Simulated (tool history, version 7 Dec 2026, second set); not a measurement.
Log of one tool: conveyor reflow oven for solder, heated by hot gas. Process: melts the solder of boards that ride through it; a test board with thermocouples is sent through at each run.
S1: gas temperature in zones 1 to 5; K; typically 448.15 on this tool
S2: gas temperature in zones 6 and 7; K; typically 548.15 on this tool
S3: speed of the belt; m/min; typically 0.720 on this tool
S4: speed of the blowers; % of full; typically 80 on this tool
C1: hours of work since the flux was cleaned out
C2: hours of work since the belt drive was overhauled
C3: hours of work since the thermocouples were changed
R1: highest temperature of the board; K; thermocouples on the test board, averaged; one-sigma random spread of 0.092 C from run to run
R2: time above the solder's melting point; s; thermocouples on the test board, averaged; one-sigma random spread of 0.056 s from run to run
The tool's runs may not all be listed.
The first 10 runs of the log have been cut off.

run,hour,S1,S2,S3,S4,C1,C2,C3,R1,R2
11,132.3,448.15,550.15,0.720,80,100,228,492,537.62,42.67
12,147.6,448.15,550.15,0.720,80,110,238,502,537.64,42.67
13,165.8,448.15,550.15,0.720,80,122,250,514,537.29,42.64
14,180.8,448.15,548.15,0.720,80,131,260,523,535.54,41.91
15,194.9,448.15,548.15,0.720,80,140,269,532,535.49,42.04
16,212.8,448.15,548.15,0.720,80,152,280,544,535.37,42.03
17,221.4,448.15,550.15,0.802,69,157,286,549,530.47,35.21
# hour 233.6: thermocouples of zones 6 and 7 changed
18,239.2,448.15,548.15,0.833,82,168,296,4,529.70,33.89
19,255.4,455.15,548.15,0.720,55,178,306,14,528.09,39.95
# hour 271.4: flux residue cleaned out of gas plates and filters
20,275.0,456.15,548.15,0.720,75,2,315,23,535.11,43.90
21,294.8,448.15,562.15,0.720,80,15,328,36,548.05,45.88
22,311.2,448.15,544.15,0.853,75,26,339,47,524.78,30.88
23,319.8,448.15,544.15,0.853,75,31,344,52,524.76,30.95
24,339.0,435.15,544.15,0.656,75,43,357,64,531.05,41.78
25,359.0,453.15,554.15,0.703,75,56,369,77,540.52,46.01
26,377.4,453.15,554.15,0.703,75,68,381,89,540.47,45.80
27,389.7,452.15,555.15,0.606,79,76,389,97,546.23,55.05
28,406.1,435.15,556.15,0.747,80,86,400,107,538.73,38.97
29,423.7,435.15,556.15,0.747,80,98,411,119,538.81,39.02
30,437.7,435.15,556.15,0.747,80,107,420,128,538.60,38.91

Alternative continuations, all from the tool just after run 30; predict every row:
A,449.3,435.15,545.15,0.823,80,114,427,135,?,?
B,449.3,435.15,538.15,0.747,80,114,427,135,?,?
C,449.3,443.15,548.15,0.856,80,114,427,135,?,?

run,R1,R2
A,525.27,30.04
B,522.42,32.46
C,527.74,31.23
What these runs would have given with no unlogged condition in the tool:
run,R1,R2
A,526.18,30.53
B,523.11,32.95
C,528.64,31.65
